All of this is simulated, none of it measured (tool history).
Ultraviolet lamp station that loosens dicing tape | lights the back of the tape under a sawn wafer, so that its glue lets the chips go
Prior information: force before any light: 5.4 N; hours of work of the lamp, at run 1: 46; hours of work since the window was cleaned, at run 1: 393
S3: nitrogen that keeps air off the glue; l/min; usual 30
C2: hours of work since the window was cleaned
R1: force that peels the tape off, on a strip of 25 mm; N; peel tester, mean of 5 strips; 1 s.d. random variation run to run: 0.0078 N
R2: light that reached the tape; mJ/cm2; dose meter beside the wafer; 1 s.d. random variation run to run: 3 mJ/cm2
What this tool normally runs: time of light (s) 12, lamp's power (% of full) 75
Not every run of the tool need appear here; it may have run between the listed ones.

run 1 hour=0 | time_of_light_(s)=12 lamp's_power_(%_of_full)=75 S3=30 | hours_of_work_of_the_lamp=46 C2=393 | R1=0.32 R2=400
-- hour=6.4 window cleaned of glue's vapour
run 2 hour=8.4 | time_of_light_(s)=12 lamp's_power_(%_of_full)=75 S3=30 | hours_of_work_of_the_lamp=52 C2=1 | R1=0.338 R2=387
run 3 hour=17.4 | time_of_light_(s)=12 lamp's_power_(%_of_full)=75 S3=30 | hours_of_work_of_the_lamp=58 C2=8 | R1=0.337 R2=386
run 4 hour=23.1 | time_of_light_(s)=12 lamp's_power_(%_of_full)=75 S3=30 | hours_of_work_of_the_lamp=62 C2=12 | R1=0.343 R2=385
run 5 hour=30 | time_of_light_(s)=12 lamp's_power_(%_of_full)=75 S3=30 | hours_of_work_of_the_lamp=67 C2=17 | R1=0.339 R2=385
run 6 hour=34.9 | time_of_light_(s)=12 lamp's_power_(%_of_full)=75 S3=30 | hours_of_work_of_the_lamp=70 C2=20 | R1=0.349 R2=383
-- hour=36.8 window cleaned of glue's vapour, once more
run 7 hour=44.2 | time_of_light_(s)=12 lamp's_power_(%_of_full)=75 S3=30 | hours_of_work_of_the_lamp=77 C2=5 | R1=0.311 R2=429
run 8 hour=51.3 | time_of_light_(s)=12 lamp's_power_(%_of_full)=75 S3=30 | hours_of_work_of_the_lamp=82 C2=10 | R1=0.321 R2=423
run 9 hour=61.8 | time_of_light_(s)=12 lamp's_power_(%_of_full)=75 S3=10 | hours_of_work_of_the_lamp=89 C2=18 | R1=0.41 R2=420
run 10 hour=72 | time_of_light_(s)=14 lamp's_power_(%_of_full)=78 S3=21 | hours_of_work_of_the_lamp=96 C2=25 | R1=0.291 R2=506
run 11 hour=78.3 | time_of_light_(s)=12 lamp's_power_(%_of_full)=64 S3=30 | hours_of_work_of_the_lamp=101 C2=29 | R1=0.387 R2=360
run 12 hour=86.6 | time_of_light_(s)=7 lamp's_power_(%_of_full)=64 S3=14 | hours_of_work_of_the_lamp=106 C2=35 | R1=1.054 R2=207
run 13 hour=93.8 | time_of_light_(s)=7 lamp's_power_(%_of_full)=64 S3=14 | hours_of_work_of_the_lamp=111 C2=40 | R1=1.086 R2=205
run 14 hour=104.5 | time_of_light_(s)=7 lamp's_power_(%_of_full)=64 S3=14 | hours_of_work_of_the_lamp=119 C2=48 | R1=1.065 R2=206
run 15 hour=111.6 | time_of_light_(s)=8 lamp's_power_(%_of_full)=75 S3=20 | hours_of_work_of_the_lamp=124 C2=53 | R1=0.631 R2=270
run 16 hour=120.3 | time_of_light_(s)=8 lamp's_power_(%_of_full)=75 S3=20 | hours_of_work_of_the_lamp=130 C2=59 | R1=0.614 R2=274
run 17 hour=128 | time_of_light_(s)=8 lamp's_power_(%_of_full)=75 S3=20 | hours_of_work_of_the_lamp=136 C2=64 | R1=0.639 R2=270
run 18 hour=138.7 | time_of_light_(s)=8 lamp's_power_(%_of_full)=75 S3=20 | hours_of_work_of_the_lamp=143 C2=72 | R1=0.629 R2=271

Forecast each of these 3 alternatives for the next run:
run A hour=149.3 | time_of_light_(s)=19 lamp's_power_(%_of_full)=75 S3=20 | hours_of_work_of_the_lamp=150 C2=79 | R1=? R2=?
run B hour=149.3 | time_of_light_(s)=8 lamp's_power_(%_of_full)=71 S3=20 | hours_of_work_of_the_lamp=150 C2=79 | R1=? R2=?
run C hour=149.3 | time_of_light_(s)=12 lamp's_power_(%_of_full)=75 S3=26 | hours_of_work_of_the_lamp=150 C2=79 | R1=? R2=?

run=A R1=0.246 R2=640
run=B R1=0.721 R2=256
run=C R1=0.352 R2=401
The same runs, with their run-to-run variation unchanged, on a tool lacking any hidden condition would have given:
run=A R1=0.241 R2=712
run=B R1=0.61 R2=284
run=C R1=0.319 R2=446

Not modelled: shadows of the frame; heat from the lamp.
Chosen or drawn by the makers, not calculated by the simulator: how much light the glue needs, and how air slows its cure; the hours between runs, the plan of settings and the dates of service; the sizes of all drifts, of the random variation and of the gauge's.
